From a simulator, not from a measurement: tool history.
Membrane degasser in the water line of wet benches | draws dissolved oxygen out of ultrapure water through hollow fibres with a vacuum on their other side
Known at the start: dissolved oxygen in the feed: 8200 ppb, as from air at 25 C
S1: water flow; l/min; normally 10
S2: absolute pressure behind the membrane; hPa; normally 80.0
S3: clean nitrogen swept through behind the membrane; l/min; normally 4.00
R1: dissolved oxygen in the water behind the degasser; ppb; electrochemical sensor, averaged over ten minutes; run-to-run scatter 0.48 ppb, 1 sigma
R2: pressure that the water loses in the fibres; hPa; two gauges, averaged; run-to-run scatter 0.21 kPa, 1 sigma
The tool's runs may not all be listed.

run 1 day=0.000 | S1=10 S2=80.0 S3=4.00 | R1=40.4 R2=526.2
run 2 day=11.296 | S1=10 S2=129.6 S3=4.00 | R1=71.6 R2=526.1
run 3 day=18.304 | S1=9 S2=129.6 S3=4.00 | R1=60.6 R2=474.9
run 4 day=29.929 | S1=9 S2=80.0 S3=4.00 | R1=34.0 R2=476.1
run 5 day=36.758 | S1=14 S2=80.0 S3=4.00 | R1=77.4 R2=745.1
run 6 day=45.421 | S1=14 S2=80.0 S3=4.00 | R1=76.8 R2=743.1
run 7 day=50.879 | S1=14 S2=80.0 S3=10.99 | R1=52.0 R2=745.6
run 8 day=59.083 | S1=14 S2=80.0 S3=10.99 | R1=52.8 R2=744.9
run 9 day=70.508 | S1=7 S2=80.0 S3=10.99 | R1=10.4 R2=372.9
run 10 day=81.354 | S1=7 S2=80.0 S3=10.56 | R1=10.9 R2=375.6
run 11 day=90.221 | S1=7 S2=80.0 S3=10.56 | R1=10.8 R2=373.2
run 12 day=99.967 | S1=7 S2=80.0 S3=4.00 | R1=24.5 R2=375.4
run 13 day=107.962 | S1=7 S2=80.0 S3=4.00 | R1=24.3 R2=375.0
run 14 day=119.200 | S1=7 S2=80.0 S3=4.00 | R1=24.8 R2=377.5
run 15 day=127.121 | S1=10 S2=80.2 S3=4.00 | R1=43.1 R2=538.3
-- day=128.050 vacuum gauge calibrated
run 16 day=137.342 | S1=10 S2=80.2 S3=4.00 | R1=43.1 R2=536.8
run 17 day=143.725 | S1=7 S2=82.2 S3=7.39 | R1=15.0 R2=375.9
run 18 day=152.488 | S1=15 S2=80.0 S3=4.00 | R1=92.9 R2=802.3
run 19 day=162.683 | S1=15 S2=80.0 S3=4.00 | R1=92.6 R2=809.6
run 20 day=168.992 | S1=6 S2=99.3 S3=1.88 | R1=56.4 R2=322.0
-- day=175.696 seals of the vacuum lines changed
run 21 day=180.092 | S1=6 S2=99.3 S3=5.55 | R1=19.7 R2=322.0
run 22 day=187.954 | S1=6 S2=99.3 S3=5.55 | R1=19.5 R2=325.1
run 23 day=192.954 | S1=10 S2=53.7 S3=4.00 | R1=25.1 R2=539.9

Forecast run 24:
run 24 day=201.379 | S1=10 S2=53.7 S3=4.00 | R1=? R2=?

Run 24 came out at R1 25.6 ppb, R2 545.7 hPa.
Had the tool carried no hidden state, the very same run would have given R1 20.6 ppb, R2 506.3 hPa.
